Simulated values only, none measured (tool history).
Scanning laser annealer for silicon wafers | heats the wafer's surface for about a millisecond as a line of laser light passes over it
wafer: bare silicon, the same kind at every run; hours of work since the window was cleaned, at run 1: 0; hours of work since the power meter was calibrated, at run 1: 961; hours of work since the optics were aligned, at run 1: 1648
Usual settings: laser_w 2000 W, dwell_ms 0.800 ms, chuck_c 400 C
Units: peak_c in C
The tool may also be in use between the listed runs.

run   hour  laser_w  dwell_ms  chuck_c  hours of work since the window was cleaned  hours of work since the power meter was calibrated  hours of work since the optics were aligned  peak_c
  1    0.0     2000     0.800      400                                           0                                                 961                                         1648    1124
  2   57.8     2000     0.800      400                                          41                                                1002                                         1688    1120
  3  104.9     2000     0.800      400                                          74                                                1035                                         1722    1119
     129.1  -- optics aligned, line set to its width
  4  182.1     2000     0.800      400                                         125                                                1086                                           37    1116
  5  252.8     2000     0.800      400                                         174                                                1136                                           87    1113
  6  312.3     2000     0.745      400                                         216                                                1178                                          129    1085
  7  344.9     2000     0.745      400                                         239                                                1201                                          152    1085
  8  411.5     2000     0.800      402                                         286                                                1247                                          199    1110
     468.7  -- optics aligned, line set to its width, once more
  9  478.7     2000     0.800      402                                         330                                                1291                                            7    1118
 10  528.8     1824     0.800      400                                         365                                                1326                                           42    1052
 11  589.0     1824     0.800      400                                         408                                                1369                                           85    1046
 12  654.3     1824     0.800      400                                         454                                                1415                                          131    1048
 13  695.7     1824     0.800      400                                         483                                                1444                                          160    1045
 14  739.4     2140     0.583      409                                         514                                                1475                                          191    1064
 15  796.3     1891     0.786      381                                         554                                                1515                                          231    1042
 16  853.5     2000     0.820      400                                         594                                                1555                                          271    1113

Run 17 comes next. What will it give?
 17  910.2     2000     0.820      400                                         634                                                1595                                          311       ?

{"run 17": {"peak_c": 1113}}
Without the tool's hidden state the same run would have given peak_c 1142 C.
